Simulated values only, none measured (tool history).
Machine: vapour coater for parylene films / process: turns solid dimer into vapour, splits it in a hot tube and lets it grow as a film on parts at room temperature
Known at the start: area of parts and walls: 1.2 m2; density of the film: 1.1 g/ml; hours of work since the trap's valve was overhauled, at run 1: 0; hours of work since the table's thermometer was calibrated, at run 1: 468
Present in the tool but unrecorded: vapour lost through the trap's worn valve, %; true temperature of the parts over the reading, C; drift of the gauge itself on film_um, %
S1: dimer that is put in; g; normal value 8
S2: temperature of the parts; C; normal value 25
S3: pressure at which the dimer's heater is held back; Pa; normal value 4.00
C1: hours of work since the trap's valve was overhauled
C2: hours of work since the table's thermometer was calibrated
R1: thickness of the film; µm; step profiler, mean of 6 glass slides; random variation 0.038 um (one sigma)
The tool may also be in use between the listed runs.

run,day,S1,S2,S3,C1,C2,R1
1,0.000,8,25,4.00,0,468,4.03
2,1.262,11,25,4.00,21,489,5.54
3,3.454,11,25,4.00,58,526,5.44
4,5.788,11,25,4.00,96,565,5.39
5,7.292,11,25,4.00,121,590,5.30
6,10.200,11,25,4.00,170,638,5.35
7,11.733,11,25,4.00,195,664,5.25
# day 12.992: trap's valve overhauled
8,14.067,11,25,4.00,18,700,5.47
9,16.562,8,25,2.10,59,741,4.12
10,19.588,8,25,2.10,110,792,4.02
11,21.550,8,25,4.00,143,824,3.81
12,23.658,8,25,4.00,178,860,3.76
13,25.108,8,28,4.00,202,884,3.43
# day 26.012: trap's valve overhauled
14,28.321,8,23,4.00,38,934,4.32
15,30.800,8,22,4.00,80,976,4.32
16,33.179,8,25,4.00,119,1015,3.78
17,34.929,8,25,4.00,149,1045,3.82
18,37.992,8,25,4.00,200,1096,3.77
# day 39.088: trap's valve overhauled
19,40.658,8,25,4.00,26,1137,3.95
20,42.254,8,25,4.00,53,1164,3.97
21,43.829,8,25,4.00,79,1190,3.87
22,45.617,7,27,4.00,109,1220,3.17
23,48.538,3,35,4.00,157,1268,0.98
24,49.817,6,26,3.83,179,1290,2.76
25,51.438,6,26,3.83,206,1317,2.68
# day 52.171: trap's valve overhauled
26,54.300,8,19,3.08,35,1362,4.83
27,56.821,8,25,2.13,77,1404,4.00
28,58.775,8,25,4.97,110,1436,3.71
# day 60.950: table's thermometer calibrated
29,61.479,12,34,4.74,154,9,4.33
30,63.546,3,36,5.54,189,43,1.03
# day 65.238: trap's valve overhauled
31,66.096,3,22,5.54,14,83,1.64
32,68.183,3,22,3.48,49,118,1.67
33,70.342,8,34,3.82,85,154,3.00
34,72.212,8,27,4.75,116,185,3.70
35,74.292,5,31,4.00,151,219,1.99
36,76.517,11,23,4.30,188,257,5.57
# day 78.212: trap's valve overhauled
37,78.875,6,34,8.41,11,293,2.18
38,80.192,8,22,4.00,33,315,4.38
39,83.050,8,22,4.00,81,363,4.34
40,84.429,8,22,4.00,104,386,4.22

The logged runs with the hidden state left out (each run's random variation unchanged):
run,R1
1,4.09
2,5.66
3,5.62
4,5.64
5,5.59
6,5.73
7,5.68
8,5.60
9,4.28
10,4.24
11,4.05
12,4.05
13,3.72
14,4.50
15,4.55
16,4.05
17,4.12
18,4.14
19,4.10
20,4.16
21,4.09
22,3.38
23,1.06
24,3.01
25,2.95
26,5.08
27,4.27
28,4.01
29,4.55
30,1.09
31,1.66
32,1.71
33,3.11
34,3.86
35,2.10
36,5.96
37,2.23
38,4.51
39,4.54
40,4.45

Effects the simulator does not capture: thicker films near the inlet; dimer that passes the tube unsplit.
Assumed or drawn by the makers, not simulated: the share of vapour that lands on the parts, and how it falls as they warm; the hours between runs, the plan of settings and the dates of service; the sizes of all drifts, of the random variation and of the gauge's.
